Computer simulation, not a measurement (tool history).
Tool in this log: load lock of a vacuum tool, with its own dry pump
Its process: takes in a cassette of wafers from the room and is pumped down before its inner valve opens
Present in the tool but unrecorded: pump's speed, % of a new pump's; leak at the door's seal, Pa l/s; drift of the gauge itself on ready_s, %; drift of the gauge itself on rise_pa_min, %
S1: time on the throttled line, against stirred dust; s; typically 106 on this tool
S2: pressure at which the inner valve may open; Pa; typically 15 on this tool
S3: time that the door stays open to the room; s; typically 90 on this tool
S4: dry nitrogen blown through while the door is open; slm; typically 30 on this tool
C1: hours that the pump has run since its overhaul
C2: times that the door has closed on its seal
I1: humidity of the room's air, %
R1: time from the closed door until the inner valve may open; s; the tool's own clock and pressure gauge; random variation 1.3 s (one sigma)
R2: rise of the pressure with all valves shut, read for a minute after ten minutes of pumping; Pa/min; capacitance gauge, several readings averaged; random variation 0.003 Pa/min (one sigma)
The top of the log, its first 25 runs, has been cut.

{"run": 26, "day": 414.408, "S1": 106, "S2": 28, "S3": 102, "S4": 16, "C1": 5671, "C2": 31998, "I1": 45.1, "R1": 213.1, "R2": 0.361}
{"run": 27, "day": 430.146, "S1": 54, "S2": 15, "S3": 76, "S4": 6, "C1": 6049, "C2": 33188, "I1": 43.4, "R1": 180.4, "R2": 0.373}
{"run": 28, "day": 443.742, "S1": 185, "S2": 15, "S3": 90, "S4": 30, "C1": 6375, "C2": 34217, "I1": 46.5, "R1": 287.6, "R2": 0.38}
{"run": 29, "day": 453.871, "S1": 185, "S2": 15, "S3": 90, "S4": 30, "C1": 6618, "C2": 34983, "I1": 42, "R1": 286.1, "R2": 0.382}
{"run": 30, "day": 467.704, "S1": 185, "S2": 15, "S3": 90, "S4": 30, "C1": 6950, "C2": 36029, "I1": 45.5, "R1": 289.3, "R2": 0.406}
{"run": 31, "day": 479.042, "S1": 185, "S2": 15, "S3": 90, "S4": 30, "C1": 7222, "C2": 36887, "I1": 46.3, "R1": 288.7, "R2": 0.41}
{"run": 32, "day": 491.892, "S1": 77, "S2": 29, "S3": 139, "S4": 30, "C1": 7530, "C2": 37859, "I1": 41.6, "R1": 191.4, "R2": 0.44}
{"run": 33, "day": 509.021, "S1": 77, "S2": 29, "S3": 139, "S4": 30, "C1": 7942, "C2": 39154, "I1": 44, "R1": 192.6, "R2": 0.463}
{"run": 34, "day": 530.258, "S1": 106, "S2": 23, "S3": 90, "S4": 30, "C1": 8451, "C2": 40760, "I1": 47, "R1": 221, "R2": 0.488}

Expected results for the next run?
{"run": 35, "day": 549.467, "S1": 127, "S2": 25, "S3": 193, "S4": 15, "C1": 8912, "C2": 42213, "I1": 46.4, "R1": "?", "R2": "?"}

R1: 237 s
R2: 0.538 Pa/min
If the tool had no hidden condition, the same run with the same run-to-run variation would have returned R1 221.9 s, R2 0.063 Pa/min.

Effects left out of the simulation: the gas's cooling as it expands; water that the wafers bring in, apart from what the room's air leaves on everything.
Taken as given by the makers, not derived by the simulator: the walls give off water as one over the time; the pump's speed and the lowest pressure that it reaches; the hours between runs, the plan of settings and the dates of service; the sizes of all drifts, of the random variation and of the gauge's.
